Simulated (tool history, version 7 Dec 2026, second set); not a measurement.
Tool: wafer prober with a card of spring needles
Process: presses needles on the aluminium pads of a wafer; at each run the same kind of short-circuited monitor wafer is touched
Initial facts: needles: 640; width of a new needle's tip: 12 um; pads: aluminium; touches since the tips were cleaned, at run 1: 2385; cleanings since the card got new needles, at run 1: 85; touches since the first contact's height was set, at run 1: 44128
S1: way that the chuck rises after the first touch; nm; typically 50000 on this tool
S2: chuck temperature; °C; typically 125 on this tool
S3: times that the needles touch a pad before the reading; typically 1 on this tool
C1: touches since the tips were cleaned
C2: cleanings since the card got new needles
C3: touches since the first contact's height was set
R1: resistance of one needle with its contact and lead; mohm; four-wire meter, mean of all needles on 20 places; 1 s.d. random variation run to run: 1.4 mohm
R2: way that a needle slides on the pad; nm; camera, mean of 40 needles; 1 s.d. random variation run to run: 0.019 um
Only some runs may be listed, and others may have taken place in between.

run	hour	S1	S2	S3	C1	C2	C3	R1	R2
1	0.0	50000	125	1	2385	85	44128	179	6040
# hour 1.5: tips cleaned on abrasive film
# hour 8.8: tips cleaned on abrasive film
# hour 16.1: tips cleaned on abrasive film
2	21.1	50000	125	1	2464	88	54510	177	6030
# hour 22.6: tips cleaned on abrasive film
# hour 29.9: tips cleaned on abrasive film
# hour 37.2: tips cleaned on abrasive film
# hour 43.1: tips cleaned on abrasive film
# hour 48.9: tips cleaned on abrasive film
3	52.1	50000	125	1	1576	93	69761	168	5940
# hour 55.1: tips cleaned on abrasive film
# hour 62.4: tips cleaned on abrasive film
# hour 68.2: tips cleaned on abrasive film
# hour 75.5: tips cleaned on abrasive film
# hour 82.8: tips cleaned on abrasive film
# hour 88.7: tips cleaned on abrasive film
4	91.0	50000	125	1	1162	99	88916	155	5900
# hour 95.5: tips cleaned on abrasive film
# hour 101.3: tips cleaned on abrasive film
# hour 107.2: tips cleaned on abrasive film
# hour 113.0: tips cleaned on abrasive film
# hour 118.9: tips cleaned on abrasive film
# hour 124.8: tips cleaned on abrasive film
5	129.3	62000	125	1	2291	105	107760	159	7350
# hour 130.9: tips cleaned on abrasive film
# hour 136.7: tips cleaned on abrasive film
# hour 139.9: height of the first contact set anew
# hour 142.9: tips cleaned on abrasive film
# hour 150.2: tips cleaned on abrasive film
# hour 156.1: tips cleaned on abrasive film
# hour 161.9: tips cleaned on abrasive film
# hour 167.8: tips cleaned on abrasive film
6	172.6	58000	125	1	2390	112	16065	168	7100
# hour 174.1: tips cleaned on abrasive film
# hour 180.0: tips cleaned on abrasive film
# hour 185.8: tips cleaned on abrasive film
# hour 193.1: tips cleaned on abrasive film
7	194.3	58000	125	1	553	116	26695	139	7050
# hour 200.1: tips cleaned on abrasive film
# hour 206.0: tips cleaned on abrasive film
# hour 213.3: tips cleaned on abrasive film
# hour 219.1: tips cleaned on abrasive film
# hour 226.4: tips cleaned on abrasive film
# hour 232.3: tips cleaned on abrasive film
8	236.0	58000	125	1	1847	122	47255	159	7010
# hour 239.0: tips cleaned on abrasive film
# hour 244.8: tips cleaned on abrasive film
# hour 250.7: tips cleaned on abrasive film
# hour 256.6: tips cleaned on abrasive film
# hour 262.4: tips cleaned on abrasive film
9	266.8	58000	125	1	2192	127	62401	168	6980
# hour 268.3: tips cleaned on abrasive film
# hour 274.2: tips cleaned on abrasive film
# hour 280.1: tips cleaned on abrasive film
# hour 287.4: tips cleaned on abrasive film
# hour 293.2: tips cleaned on abrasive film
# hour 299.1: tips cleaned on abrasive film
# hour 306.4: tips cleaned on abrasive film
10	308.2	50000	69	1	929	134	82752	154	5910
# hour 312.7: tips cleaned on abrasive film
# hour 318.5: tips cleaned on abrasive film
# hour 324.4: tips cleaned on abrasive film
# hour 331.3: tips cleaned on abrasive film
11	331.3	50000	69	1	0	138	94064	122	5890
# hour 337.1: tips cleaned on abrasive film
# hour 343.0: tips cleaned on abrasive film
# hour 348.9: tips cleaned on abrasive film
12	352.6	50000	69	1	1850	141	104552	173	5830
# hour 355.6: tips cleaned on abrasive film
# hour 361.4: tips cleaned on abrasive film
# hour 367.3: tips cleaned on abrasive film
# hour 369.0: height of the first contact set anew
# hour 373.4: tips cleaned on abrasive film
# hour 379.3: tips cleaned on abrasive film
13	383.8	31000	117	2	2246	146	7284	208	3830
# hour 385.3: tips cleaned on abrasive film
# hour 392.6: tips cleaned on abrasive film
# hour 399.9: tips cleaned on abrasive film
# hour 405.8: tips cleaned on abrasive film
# hour 411.7: tips cleaned on abrasive film
14	412.9	59000	99	2	616	151	21572	130	7230
# hour 418.8: tips cleaned on abrasive film
# hour 424.6: tips cleaned on abrasive film
# hour 430.5: tips cleaned on abrasive film
# hour 437.8: tips cleaned on abrasive film
# hour 445.1: tips cleaned on abrasive film
15	449.9	60000	70	1	2404	156	39810	169	7320
# hour 451.4: tips cleaned on abrasive film
# hour 457.3: tips cleaned on abrasive film
# hour 464.6: tips cleaned on abrasive film
# hour 470.5: tips cleaned on abrasive film
# hour 477.8: tips cleaned on abrasive film
# hour 483.6: tips cleaned on abrasive film
# hour 489.5: tips cleaned on abrasive film
16	493.2	64000	111	1	1851	163	61092	154	7740
# hour 496.2: tips cleaned on abrasive film
# hour 502.0: tips cleaned on abrasive film
# hour 509.3: tips cleaned on abrasive film
# hour 515.2: tips cleaned on abrasive film
17	517.0	64000	66	1	888	167	72777	136	7660
# hour 521.4: tips cleaned on abrasive film
# hour 527.3: tips cleaned on abrasive film
# hour 534.6: tips cleaned on abrasive film
# hour 540.4: tips cleaned on abrasive film
# hour 547.7: tips cleaned on abrasive film
18	547.9	50000	50	1	112	172	88004	126	5890
# hour 553.8: tips cleaned on abrasive film
# hour 559.7: tips cleaned on abrasive film
# hour 565.5: tips cleaned on abrasive film
# hour 571.4: tips cleaned on abrasive film
19	572.7	50000	29	2	642	176	100158	131	5830
# hour 578.5: tips cleaned on abrasive film
# hour 584.4: tips cleaned on abrasive film
# hour 590.3: tips cleaned on abrasive film
20	595.9	50000	29	2	2827	179	111622	163	5810
# hour 597.4: tips cleaned on abrasive film
# hour 597.7: height of the first contact set anew
# hour 603.6: tips cleaned on abrasive film
# hour 610.9: tips cleaned on abrasive film
# hour 617.1: tips cleaned on abrasive film
21	617.1	68000	27	2	0	183	9521	111	8380
# hour 624.4: tips cleaned on abrasive film
# hour 630.3: tips cleaned on abrasive film
# hour 636.1: tips cleaned on abrasive film
# hour 642.0: tips cleaned on abrasive film
# hour 649.3: tips cleaned on abrasive film
# hour 655.1: tips cleaned on abrasive film
22	659.2	47000	51	2	2042	189	30274	161	5700
# hour 662.2: tips cleaned on abrasive film
# hour 668.1: tips cleaned on abrasive film
# hour 675.4: tips cleaned on abrasive film
# hour 681.8: tips cleaned on abrasive film
23	681.8	54000	65	1	0	193	41332	122	6550
# hour 689.1: tips cleaned on abrasive film
# hour 696.4: tips cleaned on abrasive film
24	699.8	54000	65	1	1713	195	50241	166	6530

Here are 4 independent what-if runs from the current tool condition. What would each one return?
# hour 702.8: tips cleaned on abrasive film
# hour 708.6: tips cleaned on abrasive film
# hour 715.9: tips cleaned on abrasive film
# hour 723.2: tips cleaned on abrasive film
A	727.7	57000	65	1	2237	199	63992	?	?
# hour 702.8: tips cleaned on abrasive film
# hour 708.6: tips cleaned on abrasive film
# hour 715.9: tips cleaned on abrasive film
# hour 723.2: tips cleaned on abrasive film
B	727.7	49000	65	1	2237	199	63992	?	?
# hour 702.8: tips cleaned on abrasive film
# hour 708.6: tips cleaned on abrasive film
# hour 715.9: tips cleaned on abrasive film
# hour 723.2: tips cleaned on abrasive film
C	727.7	65000	52	1	2237	199	63992	?	?
# hour 702.8: tips cleaned on abrasive film
# hour 708.6: tips cleaned on abrasive film
# hour 715.9: tips cleaned on abrasive film
# hour 723.2: tips cleaned on abrasive film
D	727.7	54000	65	3	2237	199	63992	?	?

run	R1	R2
A	172	6900
B	195	5850
C	160	7820
D	139	6500
Had the tool no hidden state, the same runs would have come out as:
run	R1	R2
A	114	7080
B	118	6040
C	112	8010
D	115	6680
